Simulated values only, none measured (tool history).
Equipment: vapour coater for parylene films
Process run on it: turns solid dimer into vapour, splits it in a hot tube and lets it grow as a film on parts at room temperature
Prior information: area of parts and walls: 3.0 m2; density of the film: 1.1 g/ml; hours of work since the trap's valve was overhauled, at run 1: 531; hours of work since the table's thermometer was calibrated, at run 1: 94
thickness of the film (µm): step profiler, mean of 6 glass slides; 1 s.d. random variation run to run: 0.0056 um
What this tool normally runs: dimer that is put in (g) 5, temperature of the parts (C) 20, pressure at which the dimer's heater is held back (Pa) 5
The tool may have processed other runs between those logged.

run	day	dimer that is put in (g)	temperature of the parts (C)	pressure at which the dimer's heater is held back (Pa)	hours of work since the trap's valve was overhauled	hours of work since the table's thermometer was calibrated	thickness of the film (µm)
1	0	5	20	5	531	94	1.157
# day 0.721: trap's valve overhauled
2	1.075	6	20	5	4	105	1.451
3	2.038	6	20	5	17	117	1.444
4	3.038	6	20	5	29	130	1.445
5	3.458	4	20	5	35	135	0.958
6	4.038	5	20	5	42	143	1.202
7	4.738	5	20	5	51	151	1.193
8	5.308	5	20	5	58	159	1.192
9	6.192	5	20	5	69	170	1.191
10	7.004	5	20	5	79	180	1.205
11	7.5	5	20	5	86	186	1.193
12	8.146	5	20	5	94	194	1.187
13	8.7	7	20	5	101	201	1.659
14	9.629	4	20	5	113	213	0.955
15	10.221	4	25	5	120	221	0.86
16	11.138	4	25	5	132	232	0.859
17	11.933	4	25	5	142	242	0.854
18	12.829	4	25	5	153	254	0.852
19	13.538	4	25	5	162	263	0.854
20	14.2	4	25	5	170	271	0.858
21	14.662	5	20	5	176	277	1.182
22	15.621	5	20	5	188	289	1.178
23	16.45	8	26	11.86	199	299	1.493
24	16.867	4	26	3.18	204	305	0.884
25	17.65	4	26	3.18	214	315	0.885
26	18.071	4	26	3.18	219	320	0.876
27	18.925	4	26	3.18	230	331	0.879
28	19.421	5	20	5.73	236	337	1.148
29	20.412	8	23	2.28	249	349	1.952
30	21.3	8	23	2.28	260	361	1.933
31	22.188	8	23	2.28	271	372	1.937
32	22.683	5	20	3.24	277	378	1.235
33	23.175	5	20	3.24	284	384	1.23
34	23.671	5	20	2.26	290	391	1.285
35	24.162	5	20	2.26	296	397	1.279
36	24.896	5	20	2.26	305	406	1.279
37	25.308	8	24	8.68	311	411	1.604
38	25.817	8	15	5.5	317	418	2.032
39	26.767	4	14	5.5	329	430	1.037
40	27.554	6	18	11.5	339	440	1.303
41	28.342	6	18	11.5	349	450	1.318
42	29.025	6	13	4.5	358	458	1.613
43	29.85	5	22	5	368	469	1.116
44	30.417	7	15	6.02	375	476	1.733

Selected run-to-run steps in thickness of the film (µm), each split into two signed amounts: the part the tool would show with no hidden state at all (from settings, incoming material and random variation), and the remainder, which goes to the hidden state together with any gauge scatter not common to the measured and the hidden-state-free results:
The tool's hidden condition here consists of: vapour lost through the trap's worn valve, %; true temperature of the parts over the reading, C; drift of the gauge itself on film_um, %.
Run 1 -> 2: dimer that is put in (g) 5 -> 6, trap's valve overhauled. thickness of the film (µm) +0.294: hidden state +0.054, all else +0.24.
Run 13 -> 14: dimer that is put in (g) 7 -> 4. thickness of the film (µm) -0.704: hidden state +0.01, all else -0.714.
Run 28 -> 29: dimer that is put in (g) 5 -> 8, temperature of the parts (C) 20 -> 23, pressure at which the dimer's heater is held back (Pa) 5.73 -> 2.28. thickness of the film (µm) +0.804: hidden state -0.028, all else +0.832.
Run 38 -> 39: dimer that is put in (g) 8 -> 4, temperature of the parts (C) 15 -> 14. thickness of the film (µm) -0.995: hidden state +0.039, all else -1.034.
Run 43 -> 44: dimer that is put in (g) 5 -> 7, temperature of the parts (C) 22 -> 15, pressure at which the dimer's heater is held back (Pa) 5 -> 6.02. thickness of the film (µm) +0.617: hidden state -0.03, all else +0.647.

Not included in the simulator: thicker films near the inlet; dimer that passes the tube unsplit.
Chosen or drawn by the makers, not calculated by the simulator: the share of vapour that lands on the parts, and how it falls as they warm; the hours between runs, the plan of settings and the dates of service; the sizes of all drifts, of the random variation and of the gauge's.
